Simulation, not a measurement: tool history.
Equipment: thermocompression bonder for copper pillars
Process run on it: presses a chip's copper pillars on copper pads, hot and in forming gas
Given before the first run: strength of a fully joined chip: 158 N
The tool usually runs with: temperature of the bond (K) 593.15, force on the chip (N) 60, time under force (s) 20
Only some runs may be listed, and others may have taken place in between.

run,hour,temperature of the bond (K),force on the chip (N),time under force (s),force that shears a chip off (N)
1,0.0,593.15,60,20,62.4
2,7.6,602.15,60,20,68.8
3,15.1,602.15,60,20,68.1
4,20.0,602.15,60,20,66.6
5,24.1,602.15,60,20,67.3
6,30.6,593.15,60,20,62.0

Forecast run 7:
7,35.5,593.15,60,20,?

force that shears a chip off (N): 61.8
Had the tool carried no hidden state, the very same run would have given force that shears a chip off (N) 67.3.
